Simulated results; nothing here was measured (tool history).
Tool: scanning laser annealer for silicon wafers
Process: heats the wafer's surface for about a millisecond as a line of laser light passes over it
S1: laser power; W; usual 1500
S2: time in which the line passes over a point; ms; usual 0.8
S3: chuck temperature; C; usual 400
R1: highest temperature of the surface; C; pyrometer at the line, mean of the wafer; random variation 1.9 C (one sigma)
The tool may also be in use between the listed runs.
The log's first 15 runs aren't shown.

run    hour    S1     S2   S3    R1
 16   703.1  1500    0.8  375  1209
 17   729.6  1500    0.8  400  1232
 18   772.1  1500    0.8  400  1231
 19   813.3  1500    0.8  400  1226
 20   849.1  1500    0.8  400  1228
 21   884.6  1500  0.885  400  1276
 22   937.4  1440    0.8  374  1164
 23   969.9  1577  0.768  400  1248
     1018.4  -- window over the wafer cleaned
 24  1026.8  1309  0.668  400  1052
 25  1077.1  1500    0.8  375  1214
 26  1117.8  1600    0.8  396  1291
 27  1143.6  1434   0.62  396  1082
 28  1193.9  1362  0.683  396  1080
 29  1231.4  1362  0.873  376  1162
 30  1290.1  1362  0.658  376  1044
 31  1322.4  1362  0.658  376  1046
 32  1371.9  1619  0.952  392  1390
 33  1399.8  1500    0.8  412  1237
 34  1443.4  1530  0.784  379  1211

Forecast run 35:
 35  1491.6  1530  0.87  379   ?

{"run 35": {"R1": 1262}}
Without the tool's hidden state the same run would have given R1 1282 C.
